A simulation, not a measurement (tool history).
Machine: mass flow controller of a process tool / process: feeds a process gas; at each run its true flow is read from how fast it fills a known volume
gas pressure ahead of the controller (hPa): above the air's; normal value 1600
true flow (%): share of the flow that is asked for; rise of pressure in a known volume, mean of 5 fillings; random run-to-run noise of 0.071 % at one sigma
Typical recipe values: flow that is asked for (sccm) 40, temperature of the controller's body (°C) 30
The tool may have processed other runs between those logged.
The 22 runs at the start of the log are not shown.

run	hour	flow that is asked for (sccm)	gas pressure ahead of the controller (hPa)	temperature of the controller's body (°C)	true flow (%)
23	5541.7	26	1670	22	100.18
24	5720.2	8	1600	20	99.86
25	5961.3	8	1600	20	99.79
26	6194.9	13	1510	30	99.71
27	6540.2	13	1510	30	99.67
28	6785.4	5	2280	33	99.22
29	6959.5	5	2280	33	99.43
30	7305.0	5	2280	33	99.43
# hour 7518.1: gauge calibrated
31	7588.0	10	2560	25	99.09
32	7806.7	8	1810	33	98.79

Below are 5 alternative next runs, each starting from the tool's condition after run 32. Predict each:
A	7978.8	45	1600	37	?
B	7978.8	12	1700	37	?
C	7978.8	26	1600	30	?
D	7978.8	26	1760	27	?
E	7978.8	7	2340	33	?

run	true flow (%)
A	99.59
B	98.78
C	99.34
D	99.47
E	98.85
What these runs would have given with no unlogged condition in the tool:
run	true flow (%)
A	99.57
B	98.74
C	99.31
D	99.44
E	98.79
